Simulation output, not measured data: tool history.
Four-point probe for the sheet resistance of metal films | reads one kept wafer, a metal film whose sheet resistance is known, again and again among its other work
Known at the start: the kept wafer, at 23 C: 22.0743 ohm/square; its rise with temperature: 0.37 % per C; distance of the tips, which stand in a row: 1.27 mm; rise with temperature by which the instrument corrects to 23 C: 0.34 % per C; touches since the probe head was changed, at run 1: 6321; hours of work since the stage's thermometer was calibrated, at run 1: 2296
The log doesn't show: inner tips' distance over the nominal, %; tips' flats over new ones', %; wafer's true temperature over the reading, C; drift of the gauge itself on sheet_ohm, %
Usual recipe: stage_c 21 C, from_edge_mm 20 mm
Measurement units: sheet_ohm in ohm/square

run,hour,stage_c,from_edge_mm,touches since the probe head was changed,hours of work since the stage's thermometer was calibrated,sheet_ohm
1,0,21,20,6321,2296,22.286975
2,47.5,21,20,8340,2331,22.296794
3,120.6,21,20,11442,2385,22.293046
4,207.2,21,20,15121,2448,22.30834
5,260.4,21,20,17378,2487,22.305086
6,343.4,21,67,20905,2548,22.274739
7,421.8,21,67,24235,2606,22.279227
8,462.6,21,12,25963,2636,22.410599
# hour 535.4: stage's thermometer calibrated
9,543.4,28,20,29377,6,22.391431
10,616.5,28,20,32479,60,22.402982
11,658.1,32,20,34245,90,22.429479
12,727.9,21,11,37208,142,22.47841
# hour 754.7: stage's thermometer calibrated, once more
13,815.9,21,11,40924,45,22.416675
14,896.5,22,11,44350,104,22.439603
15,965.1,22,11,47260,155,22.447276
16,1036.9,22,4,50311,207,23.431417
17,1085.3,22,4,52364,243,23.427261
18,1138.6,22,34,54628,282,22.31485
19,1211.2,34,4,57713,336,23.532237
20,1286.6,21,10,60913,391,22.486927
21,1349.4,25,15,63580,437,22.42015
22,1414.1,25,31,66329,485,22.34968
23,1473.7,35,22,68861,529,22.452525
# hour 1492.2: new probe head fitted
24,1555.8,25,20,2699,588,22.243787
25,1596.8,25,20,4439,618,22.242644
26,1657.6,33,5,7023,663,22.996336
27,1734.9,33,5,10305,720,23.005221
28,1822.4,33,5,14021,784,23.014163
29,1910.7,33,5,17769,849,23.014341
30,1989.5,33,5,21116,907,23.03618
31,2042.9,33,5,23383,946,23.033596
32,2101.7,25,5,25880,990,22.974285
33,2186.3,25,20,29472,1052,22.286235
34,2271.3,25,20,33083,1114,22.302912

Subtracting, for every run, the result it would have given without the tool's unlogged condition from the measured result gives the following. The same run-to-run variation enters both numbers; the gauge's scatter may not:
run,sheet_ohm
1,+0.180608
2,+0.184465
3,+0.189762
4,+0.196891
5,+0.200834
6,+0.207503
7,+0.213981
8,+0.218513
9,+0.240508
10,+0.246648
11,+0.249127
12,+0.257242
13,+0.202174
14,+0.208841
15,+0.214233
16,+0.228678
17,+0.232558
18,+0.226413
19,+0.243098
20,+0.239653
21,+0.243377
22,+0.247359
23,+0.252614
24,+0.103503
25,+0.106825
26,+0.114956
27,+0.121378
28,+0.128793
29,+0.135737
30,+0.141844
31,+0.145977
32,+0.15105
33,+0.15322
34,+0.160033
